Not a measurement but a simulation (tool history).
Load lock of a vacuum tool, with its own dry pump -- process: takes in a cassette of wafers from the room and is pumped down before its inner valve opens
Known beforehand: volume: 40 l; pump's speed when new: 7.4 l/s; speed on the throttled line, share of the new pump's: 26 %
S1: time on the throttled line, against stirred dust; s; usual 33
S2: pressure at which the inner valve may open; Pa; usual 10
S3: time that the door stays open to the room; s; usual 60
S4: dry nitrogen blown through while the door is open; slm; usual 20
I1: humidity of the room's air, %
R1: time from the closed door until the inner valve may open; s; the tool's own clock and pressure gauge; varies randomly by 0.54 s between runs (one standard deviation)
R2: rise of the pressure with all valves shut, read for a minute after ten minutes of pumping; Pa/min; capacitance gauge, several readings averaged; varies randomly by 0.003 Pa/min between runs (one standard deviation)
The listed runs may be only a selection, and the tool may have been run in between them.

run 1 hour=0.0 | S1=33 S2=10 S3=60 S4=20 | I1=46.3 | R1=74.7 R2=0.307
run 2 hour=212.5 | S1=33 S2=10 S3=60 S4=20 | I1=45.6 | R1=75.6 R2=0.308
run 3 hour=374.5 | S1=33 S2=10 S3=60 S4=20 | I1=47.8 | R1=75.6 R2=0.319
run 4 hour=463.1 | S1=24 S2=10 S3=60 S4=20 | I1=43.7 | R1=68.9 R2=0.331
run 5 hour=618.4 | S1=24 S2=10 S3=60 S4=20 | I1=43.4 | R1=69.1 R2=0.336
run 6 hour=746.1 | S1=24 S2=10 S3=60 S4=20 | I1=42.4 | R1=68.9 R2=0.342
run 7 hour=923.8 | S1=24 S2=10 S3=60 S4=20 | I1=44.1 | R1=69.2 R2=0.367
run 8 hour=1114.1 | S1=24 S2=10 S3=60 S4=20 | I1=44.3 | R1=69.4 R2=0.365
run 9 hour=1238.8 | S1=24 S2=14 S3=60 S4=20 | I1=41.8 | R1=66.9 R2=0.377
run 10 hour=1404.8 | S1=33 S2=10 S3=60 S4=20 | I1=45.5 | R1=75.1 R2=0.384
run 11 hour=1534.2 | S1=33 S2=10 S3=60 S4=20 | I1=45.5 | R1=76.0 R2=0.393
run 12 hour=1707.8 | S1=33 S2=10 S3=60 S4=20 | I1=47.1 | R1=75.0 R2=0.414
run 13 hour=1902.6 | S1=33 S2=10 S3=60 S4=20 | I1=48.9 | R1=75.7 R2=0.411
run 14 hour=1998.3 | S1=33 S2=10 S3=60 S4=20 | I1=44.5 | R1=76.0 R2=0.414
run 15 hour=2155.5 | S1=33 S2=10 S3=60 S4=20 | I1=45.8 | R1=75.2 R2=0.435
run 16 hour=2333.6 | S1=33 S2=10 S3=60 S4=20 | I1=48.2 | R1=75.9 R2=0.442
run 17 hour=2442.1 | S1=33 S2=10 S3=60 S4=20 | I1=45.9 | R1=76.1 R2=0.444
run 18 hour=2599.1 | S1=37 S2=10 S3=60 S4=20 | I1=44.4 | R1=79.8 R2=0.451
run 19 hour=2811.3 | S1=33 S2=10 S3=60 S4=20 | I1=47.4 | R1=75.5 R2=0.471
run 20 hour=2931.2 | S1=33 S2=10 S3=60 S4=20 | I1=45.0 | R1=76.0 R2=0.479
run 21 hour=3046.6 | S1=33 S2=10 S3=27 S4=20 | I1=40.7 | R1=76.5 R2=0.486
run 22 hour=3134.9 | S1=23 S2=14 S3=27 S4=20 | I1=44.1 | R1=66.4 R2=0.485
run 23 hour=3269.6 | S1=35 S2=14 S3=47 S4=7 | I1=48.3 | R1=75.4 R2=0.503
run 24 hour=3447.8 | S1=22 S2=16 S3=227 S4=20 | I1=48.4 | R1=66.2 R2=0.552
run 25 hour=3594.9 | S1=23 S2=16 S3=227 S4=33 | I1=45.1 | R1=66.8 R2=0.535
run 26 hour=3720.7 | S1=23 S2=16 S3=227 S4=33 | I1=42.6 | R1=66.4 R2=0.569
run 27 hour=3888.6 | S1=33 S2=10 S3=92 S4=20 | I1=45.5 | R1=77.3 R2=0.569
run 28 hour=4082.5 | S1=33 S2=10 S3=92 S4=20 | I1=45.3 | R1=76.3 R2=0.562
run 29 hour=4273.2 | S1=33 S2=10 S3=92 S4=20 | I1=48.7 | R1=76.4 R2=0.587
run 30 hour=4455.2 | S1=33 S2=10 S3=92 S4=10 | I1=46.0 | R1=76.3 R2=0.609
run 31 hour=4633.7 | S1=23 S2=10 S3=76 S4=20 | I1=48.4 | R1=70.0 R2=0.606
run 32 hour=4821.1 | S1=23 S2=10 S3=76 S4=20 | I1=42.9 | R1=70.1 R2=0.613
run 33 hour=4922.4 | S1=65 S2=14 S3=76 S4=20 | I1=47.1 | R1=98.7 R2=0.642
run 34 hour=5040.6 | S1=60 S2=14 S3=63 S4=20 | I1=46.3 | R1=94.3 R2=0.637
run 35 hour=5239.3 | S1=23 S2=14 S3=63 S4=6 | I1=44.7 | R1=67.8 R2=0.662
run 36 hour=5433.2 | S1=40 S2=14 S3=63 S4=6 | I1=43.8 | R1=79.2 R2=0.664
run 37 hour=5580.5 | S1=26 S2=10 S3=127 S4=15 | I1=45.5 | R1=72.4 R2=0.691

Pick out some run-to-run changes in R1. Of each, how much would a tool without hidden state show as well, from the settings, what came in and chance, and how much is left for the hidden state and any gauge scatter not in both results compared?
Hidden state at play: pump's speed, % of a new pump's; leak at the door's seal, Pa l/s; drift of the gauge itself on ready_s, %; drift of the gauge itself on rise_pa_min, %.
Run 32 -> 33: S1 23 -> 65, S2 10 -> 14. R1 +28.6 s: hidden state -0.7, all else +29.3.
Run 34 -> 35: S1 60 -> 23, S4 20 -> 6. R1 -26.5 s: hidden state +0.6, all else -27.1.
Run 35 -> 36: S1 23 -> 40. R1 +11.4 s: hidden state -0.2, all else +11.6.
Run 36 -> 37: S1 40 -> 26, S2 14 -> 10, S3 63 -> 127, S4 6 -> 15. R1 -6.8 s: hidden state +0.5, all else -7.3.
